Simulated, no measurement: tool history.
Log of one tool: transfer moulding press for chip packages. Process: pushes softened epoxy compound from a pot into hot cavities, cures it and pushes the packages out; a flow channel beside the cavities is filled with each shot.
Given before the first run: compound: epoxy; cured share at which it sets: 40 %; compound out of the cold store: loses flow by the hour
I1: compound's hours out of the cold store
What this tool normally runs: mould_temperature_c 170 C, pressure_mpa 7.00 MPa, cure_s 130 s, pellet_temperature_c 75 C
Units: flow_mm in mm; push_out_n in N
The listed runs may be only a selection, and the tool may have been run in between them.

run 1 day=0.000 | mould_temperature_c=170 pressure_mpa=7.00 cure_s=130 pellet_temperature_c=75 | I1=29.3 | flow_mm=564 push_out_n=902
run 2 day=1.454 | mould_temperature_c=170 pressure_mpa=7.00 cure_s=130 pellet_temperature_c=75 | I1=34.5 | flow_mm=547 push_out_n=954
-- day=2.300 cavities cleaned with cleaning compound and waxed
run 3 day=3.162 | mould_temperature_c=162 pressure_mpa=7.00 cure_s=130 pellet_temperature_c=75 | I1=43.9 | flow_mm=560 push_out_n=1309
run 4 day=4.700 | mould_temperature_c=162 pressure_mpa=7.00 cure_s=130 pellet_temperature_c=75 | I1=33.6 | flow_mm=586 push_out_n=1661
run 5 day=6.400 | mould_temperature_c=162 pressure_mpa=7.00 cure_s=132 pellet_temperature_c=75 | I1=41.9 | flow_mm=556 push_out_n=1648
-- day=6.700 cavities cleaned with cleaning compound and waxed
run 6 day=7.829 | mould_temperature_c=162 pressure_mpa=7.00 cure_s=132 pellet_temperature_c=75 | I1=26.3 | flow_mm=600 push_out_n=1524
run 7 day=9.462 | mould_temperature_c=162 pressure_mpa=7.00 cure_s=132 pellet_temperature_c=75 | I1=11.9 | flow_mm=629 push_out_n=1870
-- day=11.042 cavities cleaned with cleaning compound and waxed
run 8 day=11.304 | mould_temperature_c=170 pressure_mpa=7.00 cure_s=130 pellet_temperature_c=75 | I1=15.6 | flow_mm=589 push_out_n=690
run 9 day=13.158 | mould_temperature_c=170 pressure_mpa=7.00 cure_s=130 pellet_temperature_c=75 | I1=42.2 | flow_mm=511 push_out_n=870
run 10 day=14.908 | mould_temperature_c=170 pressure_mpa=7.00 cure_s=130 pellet_temperature_c=70 | I1=42.7 | flow_mm=512 push_out_n=980
-- day=15.092 mould's thermocouples calibrated
-- day=15.500 cavities cleaned with cleaning compound and waxed
run 11 day=16.021 | mould_temperature_c=170 pressure_mpa=7.00 cure_s=130 pellet_temperature_c=70 | I1=24.7 | flow_mm=551 push_out_n=738
run 12 day=17.575 | mould_temperature_c=170 pressure_mpa=5.74 cure_s=130 pellet_temperature_c=70 | I1=9.3 | flow_mm=544 push_out_n=1038
run 13 day=19.083 | mould_temperature_c=170 pressure_mpa=5.74 cure_s=130 pellet_temperature_c=70 | I1=28.3 | flow_mm=495 push_out_n=1033
-- day=19.796 cavities cleaned with cleaning compound and waxed
run 14 day=20.071 | mould_temperature_c=170 pressure_mpa=5.81 cure_s=130 pellet_temperature_c=75 | I1=44.2 | flow_mm=451 push_out_n=674
-- day=20.583 plunger's sealing rings changed
run 15 day=21.962 | mould_temperature_c=170 pressure_mpa=5.81 cure_s=130 pellet_temperature_c=75 | I1=11.2 | flow_mm=576 push_out_n=1037
run 16 day=22.904 | mould_temperature_c=171 pressure_mpa=7.00 cure_s=144 pellet_temperature_c=74 | I1=12.3 | flow_mm=619 push_out_n=849
-- day=24.304 cavities cleaned with cleaning compound and waxed
run 17 day=24.379 | mould_temperature_c=176 pressure_mpa=7.00 cure_s=152 pellet_temperature_c=69 | I1=11.1 | flow_mm=606 push_out_n=466
-- day=25.208 mould's thermocouples calibrated, once more
run 18 day=25.725 | mould_temperature_c=165 pressure_mpa=5.85 cure_s=149 pellet_temperature_c=66 | I1=34.3 | flow_mm=520 push_out_n=897
run 19 day=27.538 | mould_temperature_c=171 pressure_mpa=5.88 cure_s=130 pellet_temperature_c=71 | I1=8.5 | flow_mm=565 push_out_n=948
-- day=28.692 cavities cleaned with cleaning compound and waxed
run 20 day=28.833 | mould_temperature_c=171 pressure_mpa=5.88 cure_s=130 pellet_temperature_c=71 | I1=38.8 | flow_mm=485 push_out_n=560
run 21 day=30.433 | mould_temperature_c=171 pressure_mpa=5.20 cure_s=159 pellet_temperature_c=70 | I1=45.0 | flow_mm=449 push_out_n=674
run 22 day=31.833 | mould_temperature_c=168 pressure_mpa=6.81 cure_s=122 pellet_temperature_c=84 | I1=17.6 | flow_mm=579 push_out_n=1253
run 23 day=32.750 | mould_temperature_c=168 pressure_mpa=6.81 cure_s=122 pellet_temperature_c=84 | I1=27.0 | flow_mm=547 push_out_n=1252
-- day=33.042 cavities cleaned with cleaning compound and waxed
run 24 day=34.742 | mould_temperature_c=162 pressure_mpa=7.00 cure_s=133 pellet_temperature_c=75 | I1=46.0 | flow_mm=548 push_out_n=1410
run 25 day=36.621 | mould_temperature_c=170 pressure_mpa=7.00 cure_s=130 pellet_temperature_c=78 | I1=35.8 | flow_mm=534 push_out_n=964
-- day=37.433 cavities cleaned with cleaning compound and waxed
run 26 day=37.850 | mould_temperature_c=172 pressure_mpa=7.00 cure_s=139 pellet_temperature_c=75 | I1=43.3 | flow_mm=503 push_out_n=577
run 27 day=39.038 | mould_temperature_c=165 pressure_mpa=7.00 cure_s=130 pellet_temperature_c=71 | I1=22.2 | flow_mm=583 push_out_n=1237

3 ways to go on from here, each from the tool as it stands after run 27. What would each give?
run A day=40.450 | mould_temperature_c=165 pressure_mpa=7.00 cure_s=161 pellet_temperature_c=81 | I1=37.1 | flow_mm=? push_out_n=?
run B day=40.450 | mould_temperature_c=170 pressure_mpa=5.76 cure_s=130 pellet_temperature_c=75 | I1=29.1 | flow_mm=? push_out_n=?
run C day=40.450 | mould_temperature_c=170 pressure_mpa=6.77 cure_s=130 pellet_temperature_c=82 | I1=36.6 | flow_mm=? push_out_n=?

run=A flow_mm=538 push_out_n=872
run=B flow_mm=490 push_out_n=938
run=C flow_mm=513 push_out_n=931
Stripped of hidden state, with their random variation kept, the same runs would have yielded:
run=A flow_mm=576 push_out_n=531
run=B flow_mm=525 push_out_n=571
run=C flow_mm=549 push_out_n=568

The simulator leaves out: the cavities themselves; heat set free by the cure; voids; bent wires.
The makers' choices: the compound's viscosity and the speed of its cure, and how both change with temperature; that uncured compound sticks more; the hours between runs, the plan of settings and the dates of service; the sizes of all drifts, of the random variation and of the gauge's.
